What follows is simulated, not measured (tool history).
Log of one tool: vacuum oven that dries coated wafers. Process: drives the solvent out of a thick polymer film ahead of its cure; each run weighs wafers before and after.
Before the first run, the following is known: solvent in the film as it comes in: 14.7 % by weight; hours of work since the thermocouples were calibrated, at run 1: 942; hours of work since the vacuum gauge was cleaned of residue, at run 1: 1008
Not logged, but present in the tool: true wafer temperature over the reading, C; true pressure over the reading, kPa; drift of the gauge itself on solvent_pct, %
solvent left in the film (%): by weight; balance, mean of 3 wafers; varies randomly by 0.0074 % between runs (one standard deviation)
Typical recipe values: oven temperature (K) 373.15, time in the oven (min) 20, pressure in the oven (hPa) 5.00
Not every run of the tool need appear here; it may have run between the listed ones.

run,hour,oven temperature (K),time in the oven (min),pressure in the oven (hPa),hours of work since the thermocouples were calibrated,hours of work since the vacuum gauge was cleaned of residue,solvent left in the film (%)
1,0.0,373.15,20,5.00,942,1008,1.046
2,40.6,373.15,20,5.63,960,1027,1.074
3,78.6,373.15,20,5.00,977,1044,1.034
4,107.7,373.15,20,5.00,990,1057,1.027
# hour 143.1: vacuum gauge cleaned of residue and calibrated
5,150.6,373.15,26,5.00,1009,3,0.605
6,180.3,373.15,17,5.00,1023,17,1.403
7,211.8,373.15,20,5.00,1037,31,1.022
8,256.7,373.15,20,5.00,1057,52,1.019
9,281.4,373.15,20,5.00,1069,63,1.038
10,308.4,373.15,20,2.72,1081,75,0.904
11,342.2,373.15,20,2.72,1096,90,0.909
12,365.2,373.15,20,2.72,1107,101,0.894
13,406.7,373.15,20,2.72,1125,120,0.899
# hour 413.7: oven's thermocouples calibrated
14,435.9,373.15,20,2.72,10,132,0.908
15,480.4,372.15,18,7.67,30,152,1.535
16,535.1,384.15,29,5.00,55,177,0.231
17,581.4,362.15,22,3.58,76,198,1.898
18,618.7,373.15,28,10.47,93,215,0.842
19,642.4,371.15,13,4.79,104,226,2.511
20,696.5,368.15,13,15.13,128,250,3.561
21,726.6,367.15,23,11.18,142,264,1.690
22,766.5,376.15,24,18.06,160,282,1.209
23,810.9,388.15,20,6.56,180,302,0.324
24,836.3,388.15,20,6.56,192,314,0.330

How the hidden state differs across the entries between the runs, from the last listed run before each to the first after it:
From run 4 to run 5: vacuum gauge cleaned of residue and calibrated (hour 143.1)
  true pressure over the reading, kPa: 0.008 -> 0
From run 13 to run 14: oven's thermocouples calibrated (hour 413.7)
  true wafer temperature over the reading, C: 0.05 -> 0
